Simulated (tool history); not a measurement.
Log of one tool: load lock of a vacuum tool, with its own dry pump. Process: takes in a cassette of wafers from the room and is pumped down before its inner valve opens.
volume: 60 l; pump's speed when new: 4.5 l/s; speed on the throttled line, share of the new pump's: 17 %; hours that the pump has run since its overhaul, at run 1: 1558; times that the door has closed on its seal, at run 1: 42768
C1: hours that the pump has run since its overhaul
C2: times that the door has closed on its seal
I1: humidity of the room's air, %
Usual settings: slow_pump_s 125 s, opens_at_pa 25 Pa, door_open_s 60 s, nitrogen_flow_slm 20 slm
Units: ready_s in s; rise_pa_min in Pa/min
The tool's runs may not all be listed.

Run 1, hour 0: usual settings; C1 1558; C2 42768; I1 47. Result: ready_s 216.4 s, rise_pa_min 0.159 Pa/min.
Run 2, hour 253.1: usual settings; C1 1811; C2 44029; I1 45.3. Result: ready_s 216.2 s, rise_pa_min 0.163 Pa/min.
Run 3, hour 760.5: usual settings but opens_at_pa 42 Pa; C1 2319; C2 46558; I1 48.4. Result: ready_s 210.5 s, rise_pa_min 0.173 Pa/min.
Run 4, hour 1055.3: usual settings but opens_at_pa 42 Pa; C1 2614; C2 48027; I1 40.8. Result: ready_s 209 s, rise_pa_min 0.181 Pa/min.
Run 5, hour 1366.4: usual settings but slow_pump_s 63 s; C1 2925; C2 49578; I1 42.9. Result: ready_s 166.7 s, rise_pa_min 0.178 Pa/min.
Run 6, hour 1843.4: usual settings; C1 3402; C2 51955; I1 42.8. Result: ready_s 217.7 s, rise_pa_min 0.199 Pa/min.
Run 7, hour 2121.9: usual settings; C1 3680; C2 53343; I1 45. Result: ready_s 219.1 s, rise_pa_min 0.204 Pa/min.
Run 8, hour 2678: usual settings but opens_at_pa 22 Pa, nitrogen_flow_slm 8 slm; C1 4236; C2 56114; I1 45.3. Result: ready_s 222.2 s, rise_pa_min 0.235 Pa/min.
Run 9, hour 3026.4: usual settings but opens_at_pa 31 Pa, nitrogen_flow_slm 26 slm; C1 4585; C2 57851; I1 43.6. Result: ready_s 214.4 s, rise_pa_min 0.222 Pa/min.
Run 10, hour 3263.5: usual settings but opens_at_pa 24 Pa, door_open_s 41 s, nitrogen_flow_slm 42 slm; C1 4822; C2 59033; I1 45.6. Result: ready_s 219.3 s, rise_pa_min 0.225 Pa/min.
Run 11, hour 3647.6: usual settings but slow_pump_s 92 s, opens_at_pa 24 Pa, door_open_s 196 s, nitrogen_flow_slm 42 slm; C1 5206; C2 60947; I1 43.9. Result: ready_s 194.8 s, rise_pa_min 0.251 Pa/min.
Run 12, hour 4127.6: usual settings but opens_at_pa 23 Pa, nitrogen_flow_slm 17 slm; C1 5686; C2 63340; I1 46.4. Result: ready_s 223.1 s, rise_pa_min 0.261 Pa/min.
Run 13, hour 4608.9: usual settings but opens_at_pa 23 Pa, nitrogen_flow_slm 17 slm; C1 6167; C2 65738; I1 42.8. Result: ready_s 222.3 s, rise_pa_min 0.282 Pa/min.
Run 14, hour 5026.9: usual settings but opens_at_pa 36 Pa; C1 6585; C2 67821; I1 43. Result: ready_s 217.1 s, rise_pa_min 0.295 Pa/min.

Forecast each of these 5 alternatives for the next run:
Run A, hour 5385.4: usual settings but slow_pump_s 63 s, opens_at_pa 36 Pa, door_open_s 70 s, nitrogen_flow_slm 17 slm; C1 6944; C2 69608; I1 46.7. Result: ready_s ?, rise_pa_min ?.
Run B, hour 5385.4: usual settings but slow_pump_s 228 s, opens_at_pa 39 Pa, nitrogen_flow_slm 31 slm; C1 6944; C2 69608; I1 45.1. Result: ready_s ?, rise_pa_min ?.
Run C, hour 5385.4: usual settings but opens_at_pa 34 Pa, nitrogen_flow_slm 31 slm; C1 6944; C2 69608; I1 40.6. Result: ready_s ?, rise_pa_min ?.
Run D, hour 5385.4: usual settings but nitrogen_flow_slm 4 slm; C1 6944; C2 69608; I1 44.4. Result: ready_s ?, rise_pa_min ?.
Run E, hour 5385.4: usual settings but slow_pump_s 244 s, opens_at_pa 21 Pa, nitrogen_flow_slm 13 slm; C1 6944; C2 69608; I1 45.3. Result: ready_s ?, rise_pa_min ?.

run  ready_s  rise_pa_min
  A    164.3        0.313
  B    297.5        0.294
  C    214.7        0.306
  D    218.7        0.319
  E    320.6        0.313
Without the tool's hidden state the same runs would have given:
run  ready_s  rise_pa_min
  A    157.3        0.025
  B    292.4        0.014
  C    208.2        0.018
  D    212.2        0.035
  E    315.3        0.026
